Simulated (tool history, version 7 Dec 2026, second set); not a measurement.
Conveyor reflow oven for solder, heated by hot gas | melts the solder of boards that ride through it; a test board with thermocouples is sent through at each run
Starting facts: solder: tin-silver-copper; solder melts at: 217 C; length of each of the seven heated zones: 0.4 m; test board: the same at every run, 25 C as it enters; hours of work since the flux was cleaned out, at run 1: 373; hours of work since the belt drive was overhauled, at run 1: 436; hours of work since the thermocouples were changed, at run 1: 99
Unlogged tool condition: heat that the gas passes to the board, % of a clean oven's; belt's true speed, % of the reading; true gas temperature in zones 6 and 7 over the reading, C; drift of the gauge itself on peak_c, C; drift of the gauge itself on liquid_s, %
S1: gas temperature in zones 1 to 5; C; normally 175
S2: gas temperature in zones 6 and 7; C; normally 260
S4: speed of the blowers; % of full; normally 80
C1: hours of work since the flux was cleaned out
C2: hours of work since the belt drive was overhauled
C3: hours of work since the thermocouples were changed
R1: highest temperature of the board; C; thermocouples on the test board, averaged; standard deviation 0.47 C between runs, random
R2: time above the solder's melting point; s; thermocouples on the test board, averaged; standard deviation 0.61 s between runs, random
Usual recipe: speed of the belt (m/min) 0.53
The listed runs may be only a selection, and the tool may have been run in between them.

run 1 hour=0 | S1=175 S2=260 speed_of_the_belt_(m/min)=0.53 S4=80 | C1=373 C2=436 C3=99 | R1=239.5 R2=53.2
run 2 hour=37.7 | S1=175 S2=260 speed_of_the_belt_(m/min)=0.53 S4=80 | C1=389 C2=452 C3=115 | R1=239.3 R2=53.3
run 3 hour=66.5 | S1=175 S2=260 speed_of_the_belt_(m/min)=0.53 S4=80 | C1=401 C2=464 C3=127 | R1=238 R2=53.4
run 4 hour=103.7 | S1=175 S2=260 speed_of_the_belt_(m/min)=0.43 S4=80 | C1=416 C2=479 C3=143 | R1=246.1 R2=76.1
-- hour=111.4 flux residue cleaned out of gas plates and filters
run 5 hour=140 | S1=175 S2=260 speed_of_the_belt_(m/min)=0.43 S4=80 | C1=12 C2=492 C3=156 | R1=244 R2=74.4
run 6 hour=177.6 | S1=175 S2=260 speed_of_the_belt_(m/min)=0.43 S4=80 | C1=28 C2=508 C3=171 | R1=244.5 R2=74.9
-- hour=197 flux residue cleaned out of gas plates and filters, once more
run 7 hour=219.3 | S1=175 S2=260 speed_of_the_belt_(m/min)=0.43 S4=80 | C1=9 C2=523 C3=187 | R1=248.9 R2=83.2
run 8 hour=253.6 | S1=163 S2=260 speed_of_the_belt_(m/min)=0.53 S4=88 | C1=24 C2=538 C3=201 | R1=244.3 R2=54.9
run 9 hour=287 | S1=177 S2=260 speed_of_the_belt_(m/min)=0.53 S4=66 | C1=38 C2=552 C3=215 | R1=237.9 R2=52.8
run 10 hour=323.7 | S1=177 S2=260 speed_of_the_belt_(m/min)=0.53 S4=66 | C1=53 C2=567 C3=230 | R1=238.7 R2=53.6
run 11 hour=352.9 | S1=179 S2=260 speed_of_the_belt_(m/min)=0.53 S4=80 | C1=65 C2=579 C3=242 | R1=243.6 R2=61.9
run 12 hour=386.1 | S1=186 S2=253 speed_of_the_belt_(m/min)=0.53 S4=80 | C1=79 C2=593 C3=256 | R1=239.1 R2=60.3

Each row is a separate what-if for the run after 12, all from the same tool condition, not one after another. Results?
run A hour=401.4 | S1=175 S2=257 speed_of_the_belt_(m/min)=0.481 S4=80 | C1=85 C2=599 C3=263 | R1=? R2=?
run B hour=401.4 | S1=177 S2=265 speed_of_the_belt_(m/min)=0.53 S4=58 | C1=85 C2=599 C3=263 | R1=? R2=?
run C hour=401.4 | S1=189 S2=260 speed_of_the_belt_(m/min)=0.53 S4=60 | C1=85 C2=599 C3=263 | R1=? R2=?
run D hour=401.4 | S1=186 S2=253 speed_of_the_belt_(m/min)=0.559 S4=80 | C1=85 C2=599 C3=263 | R1=? R2=?
run E hour=401.4 | S1=183 S2=251 speed_of_the_belt_(m/min)=0.597 S4=80 | C1=85 C2=599 C3=263 | R1=? R2=?

run=A R1=242.8 R2=65.8
run=B R1=239.4 R2=51.7
run=C R1=239.6 R2=58.7
run=D R1=237.2 R2=55.1
run=E R1=233.8 R2=42.4
With the hidden condition removed and each run's random variation left untouched, the same runs would have given:
run=A R1=243.8 R2=66.6
run=B R1=240.3 R2=52.6
run=C R1=240.4 R2=59.5
run=D R1=238.2 R2=56.2
run=E R1=234.8 R2=43.9

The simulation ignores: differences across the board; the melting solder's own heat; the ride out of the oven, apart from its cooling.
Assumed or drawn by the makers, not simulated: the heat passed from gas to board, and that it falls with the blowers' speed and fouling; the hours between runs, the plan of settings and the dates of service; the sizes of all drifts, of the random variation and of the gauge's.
